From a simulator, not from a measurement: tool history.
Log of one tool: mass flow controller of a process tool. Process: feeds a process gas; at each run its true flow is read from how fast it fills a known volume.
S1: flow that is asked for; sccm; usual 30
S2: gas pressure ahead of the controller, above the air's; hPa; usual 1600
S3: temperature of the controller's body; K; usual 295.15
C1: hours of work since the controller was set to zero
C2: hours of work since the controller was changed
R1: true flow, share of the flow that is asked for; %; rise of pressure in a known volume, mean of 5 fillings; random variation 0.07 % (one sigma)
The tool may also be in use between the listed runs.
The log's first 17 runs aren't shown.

run,hour,S1,S2,S3,C1,C2,R1
18,839.7,30,1600,295.15,650,650,99.00
19,906.0,30,1600,295.15,670,670,98.89
20,939.3,30,1600,295.15,680,680,99.07
21,987.3,30,1600,295.15,695,695,98.99
22,1047.8,30,1600,295.15,713,713,99.26
23,1122.8,33,1900,295.15,736,736,99.29
24,1162.0,6,1600,301.15,748,748,98.45
25,1211.7,38,1520,301.15,763,763,99.89
26,1247.6,20,2460,302.15,774,774,98.70
27,1290.1,20,1870,302.15,787,787,98.85
28,1331.4,27,1870,302.15,799,799,99.36
29,1396.4,29,1930,302.15,819,819,99.32
30,1451.2,29,1930,302.15,836,836,99.25
31,1496.9,8,1920,311.15,850,850,99.08
32,1547.0,10,1600,295.15,865,865,98.29
33,1608.0,16,1600,298.15,884,884,98.53
34,1664.7,20,1600,312.15,901,901,99.52
35,1710.4,20,1600,312.15,915,915,99.64
36,1770.3,20,1600,312.15,933,933,99.75
37,1819.2,8,2470,303.15,948,948,98.57
38,1880.4,30,1600,302.15,966,966,99.65

Forecast each of these 3 alternatives for the next run:
A,1935.5,30,1620,299.15,983,983,?
B,1935.5,15,2720,313.15,983,983,?
C,1935.5,7,1600,296.15,983,983,?

run,R1
A,99.46
B,99.25
C,98.46
Without the tool's hidden state the same runs would have given:
run,R1
A,98.83
B,98.43
C,97.16
